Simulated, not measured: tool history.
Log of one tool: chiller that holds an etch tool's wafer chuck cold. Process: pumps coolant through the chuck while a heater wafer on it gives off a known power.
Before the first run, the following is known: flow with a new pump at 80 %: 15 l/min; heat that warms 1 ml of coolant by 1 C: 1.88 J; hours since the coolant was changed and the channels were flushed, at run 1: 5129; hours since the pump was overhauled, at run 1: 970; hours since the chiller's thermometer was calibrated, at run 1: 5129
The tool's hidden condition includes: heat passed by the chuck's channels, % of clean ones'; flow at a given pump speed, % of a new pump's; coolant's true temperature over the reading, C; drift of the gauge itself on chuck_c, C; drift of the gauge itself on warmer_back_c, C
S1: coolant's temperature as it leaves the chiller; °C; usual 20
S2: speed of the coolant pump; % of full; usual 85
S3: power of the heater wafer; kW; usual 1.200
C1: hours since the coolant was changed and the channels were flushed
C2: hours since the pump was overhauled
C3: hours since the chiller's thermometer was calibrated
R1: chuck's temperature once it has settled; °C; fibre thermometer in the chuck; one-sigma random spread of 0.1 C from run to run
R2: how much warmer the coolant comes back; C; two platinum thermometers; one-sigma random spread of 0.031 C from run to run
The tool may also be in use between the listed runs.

Run 1, hour 0.0: usual settings; C1 5129; C2 970; C3 5129. Result: R1 32.1 °C, R2 2.42 C.
Run 2, hour 44.0: usual settings but S2 74 % of full; C1 5173; C2 1014; C3 5173. Result: R1 33.3 °C, R2 2.82 C.
Run 3, hour 79.0: usual settings but S2 74 % of full; C1 5208; C2 1048; C3 5208. Result: R1 33.2 °C, R2 2.80 C.
Run 4, hour 142.7: usual settings but S3 1.236 kW; C1 5272; C2 1112; C3 5272. Result: R1 32.4 °C, R2 2.49 C.
Run 5, hour 197.6: usual settings; C1 5326; C2 1167; C3 5326. Result: R1 32.2 °C, R2 2.43 C.
At hour 202.2: chiller's thermometer calibrated.
Run 6, hour 260.7: usual settings; C1 5389; C2 1229; C3 58. Result: R1 32.6 °C, R2 2.46 C.
Run 7, hour 303.6: usual settings but S2 70 % of full, S3 1.330 kW; C1 5432; C2 1272; C3 101. Result: R1 35.8 °C, R2 3.32 C.
Run 8, hour 340.2: usual settings but S2 65 % of full; C1 5468; C2 1309; C3 138. Result: R1 35.0 °C, R2 3.29 C.
Run 9, hour 396.1: usual settings but S1 28 °C, S2 65 % of full, S3 1.332 kW; C1 5524; C2 1365; C3 194. Result: R1 44.6 °C, R2 3.63 C.
Run 10, hour 430.2: usual settings but S1 13 °C, S2 65 % of full, S3 0.781 kW; C1 5558; C2 1399; C3 228. Result: R1 23.0 °C, R2 2.13 C.
Run 11, hour 494.0: usual settings but S1 13 °C, S2 65 % of full, S3 0.781 kW; C1 5622; C2 1463; C3 292. Result: R1 23.2 °C, R2 2.13 C.

Alternative continuations, all from the tool just after run 11; predict every row:
At hour 498.3: chiller's thermometer calibrated, once more.
At hour 525.2: coolant changed, channels flushed.
Run A, hour 544.8: usual settings but S1 24 °C, S2 74 % of full, S3 1.797 kW; C1 20; C2 1506; C3 41. Result: R1 ?, R2 ?.
At hour 498.3: chiller's thermometer calibrated, once more.
At hour 525.2: coolant changed, channels flushed.
Run B, hour 544.8: usual settings but S2 92 % of full, S3 1.472 kW; C1 20; C2 1506; C3 41. Result: R1 ?, R2 ?.
At hour 498.3: chiller's thermometer calibrated, once more.
At hour 525.2: coolant changed, channels flushed.
Run C, hour 544.8: usual settings but S2 75 % of full; C1 20; C2 1506; C3 41. Result: R1 ?, R2 ?.
At hour 498.3: chiller's thermometer calibrated, once more.
At hour 525.2: coolant changed, channels flushed.
Run D, hour 544.8: usual settings but S1 13 °C, S2 82 % of full, S3 1.109 kW; C1 20; C2 1506; C3 41. Result: R1 ?, R2 ?.

run    R1    R2
  A  39.4  4.24
  B  30.8  2.73
  C  30.3  2.75
  D  21.9  2.33
Take away the tool's hidden state, keep each run's random variation, and the runs would have read:
run    R1    R2
  A  39.1  4.14
  B  30.6  2.66
  C  30.1  2.68
  D  21.7  2.27
